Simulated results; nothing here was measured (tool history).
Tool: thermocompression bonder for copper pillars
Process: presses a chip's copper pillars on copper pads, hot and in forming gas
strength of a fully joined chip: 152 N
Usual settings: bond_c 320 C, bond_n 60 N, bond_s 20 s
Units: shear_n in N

| run | hour | bond_c | bond_n | bond_s | shear_n |
|---|---|---|---|---|---|
| 1 | 0 | 320 | 60 | 20 | 100.8 |
| 2 | 52.9 | 320 | 60 | 20 | 100.5 |
|  | 122.6 | forming gas filter changed |
| 3 | 127.4 | 320 | 60 | 17 | 95.7 |
| 4 | 192.4 | 320 | 60 | 17 | 96 |
| 5 | 257.7 | 320 | 60 | 17 | 96.2 |
| 6 | 290.4 | 320 | 60 | 17 | 96 |
| 7 | 353.8 | 320 | 60 | 17 | 96.2 |
| 8 | 390.4 | 320 | 60 | 17 | 96.2 |
| 9 | 436.8 | 320 | 60 | 17 | 96 |
|  | 477.9 | forming gas filter changed |
| 10 | 485.1 | 330 | 61 | 49 | 129.8 |
| 11 | 537.7 | 320 | 60 | 43 | 121.4 |
| 12 | 585.1 | 320 | 60 | 43 | 120.6 |
| 13 | 656.1 | 350 | 59 | 20 | 115.2 |
|  | 700 | force cell calibrated |
| 14 | 709.6 | 297 | 87 | 25 | 114.3 |

Forecast run 15:
| 15 | 761.9 | 346 | 39 | 38 | ? |

Run 15 gave shear_n 106.4 N.
Without the tool's hidden state the same run would have given shear_n 106.4 N.
